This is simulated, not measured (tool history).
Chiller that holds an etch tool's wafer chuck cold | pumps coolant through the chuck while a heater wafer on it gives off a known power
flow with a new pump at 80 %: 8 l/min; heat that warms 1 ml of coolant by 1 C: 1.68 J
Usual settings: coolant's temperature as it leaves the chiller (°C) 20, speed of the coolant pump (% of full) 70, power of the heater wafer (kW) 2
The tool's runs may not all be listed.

run,day,coolant's temperature as it leaves the chiller (°C),speed of the coolant pump (% of full),power of the heater wafer (kW),chuck's temperature once it has settled (°C),how much warmer the coolant comes back (C)
1,0,20,70,2,38.4,10.94
2,2.95,20,70,2,38.7,10.99
3,4.417,20,70,2,38.3,11.02
4,6.3,20,70,2,38.6,11.06
5,8.388,20,86,2,35.4,8.8
6,11.096,20,86,2,35.4,8.83
7,13.142,13,70,2,31.5,11.17
8,15.475,13,70,2,31.8,11.11
9,17.412,13,70,2,31.7,11.12
10,19.771,13,70,2,31.8,11.15
11,22.708,13,70,2,31.9,11.08
12,25.567,13,70,2,31.9,11.16
13,27.742,12,70,2,31.2,11.16
14,30.3,20,70,2,39.2,11.14
15,32.667,20,70,2,39.3,11.23
16,34.154,20,70,2,39.3,11.26
17,36.508,20,73,2,38.4,10.76
# day 36.921: coolant changed, channels flushed
18,39.212,10,70,1.978,27.8,11.13
19,40.867,10,70,1.978,28,11.15
20,43.967,10,70,1.978,28.2,11.09
21,45.65,23,70,1.978,41,11.19
22,47.538,23,74,1.395,35.3,7.38
23,49.183,20,96,2.245,35.5,9.05
24,50.546,16,66,2.398,39,14.41
25,52.367,25,80,2.398,44.4,11.77
26,54.592,24,71,2.849,49.7,15.9
27,56.042,23,73,1.08,32.7,5.91
28,58.329,23,73,1.08,32.9,5.84
29,61.458,20,70,2.609,44.1,14.93
30,64.371,20,70,2.609,44.2,14.87
31,67.592,20,70,2.609,44.2,14.95
32,70.412,12,70,1.767,28.8,10.1

4 ways to go on from here, each from the tool as it stands after run 32. What would each give?
A,71.775,21,75,1.662,?,?
B,71.775,12,70,1.075,?,?
C,71.775,14,99,2,?,?
D,71.775,30,81,1.912,?,?

run,chuck's temperature once it has settled (°C),how much warmer the coolant comes back (C)
A,35.8,8.8
B,22.3,6.12
C,27.9,7.91
D,45.9,9.37
Without the tool's hidden state the same runs would have given:
run,chuck's temperature once it has settled (°C),how much warmer the coolant comes back (C)
A,33.9,7.94
B,20.8,5.52
C,26.1,7.13
D,43.9,8.45
